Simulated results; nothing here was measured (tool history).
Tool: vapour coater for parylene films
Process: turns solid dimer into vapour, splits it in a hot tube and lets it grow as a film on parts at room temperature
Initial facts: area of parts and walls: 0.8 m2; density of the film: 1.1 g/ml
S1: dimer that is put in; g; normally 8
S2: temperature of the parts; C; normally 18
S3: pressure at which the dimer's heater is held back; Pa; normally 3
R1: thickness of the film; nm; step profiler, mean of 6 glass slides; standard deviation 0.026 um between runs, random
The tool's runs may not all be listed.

run   hour  S1  S2     S3     R1
  1      0   8  18      3   6340
  2    7.2  13  18      3  10330
  3   22.2   8  18      3   6390
  4   33.3   8  18      3   6380
  5   44.3   8  18      3   6330
  6   51.1   8  18      3   6380
  7   57.6   5  18      3   4000
  8     64   8  18   2.05   6700
  9   78.6   8  18   2.05   6710
 10   87.2   8  17   2.05   7020
 11   96.9   8  17   2.05   6980
 12    108   8  17   2.05   7020
 13  122.1   8  17   2.05   6980
 14  130.7   8  17   2.05   7010
 15  145.7   8  18      3   6480
 16  157.6   8  15      3   7310
 17  168.3   8  18   4.04   6270
 18  182.9   8  17   3.33   6640
 19  191.8   3  11      3   3210
 20  199.8   8  15      3   7310
     201.8  -- gauge calibrated
 21  211.4   8  15   6.68   6510
 22  218.6   9  29   11.5   3870
 23    225   8  18    4.3   6080
 24  239.5   4  29  10.31   1760
 25  249.3   7  29    6.7   3210
 26  258.6  11  24    3.9   6670
 27  273.4   8  11      3   8470
     287.6  -- trap's valve overhauled
 28  290.9   8  11      3   8620
 29  303.5   4  24      3   2470

Alternative continuations, all from the tool just after run 29; predict every row:
  A  309.8  12  21     3   ?
  B  309.8  11  24  7.16   ?
  C  309.8  13  24     3   ?

run    R1
  A  8520
  B  6210
  C  8140
Take away the tool's hidden state, keep each run's random variation, and the runs would have read:
run    R1
  A  8420
  B  6150
  C  8050

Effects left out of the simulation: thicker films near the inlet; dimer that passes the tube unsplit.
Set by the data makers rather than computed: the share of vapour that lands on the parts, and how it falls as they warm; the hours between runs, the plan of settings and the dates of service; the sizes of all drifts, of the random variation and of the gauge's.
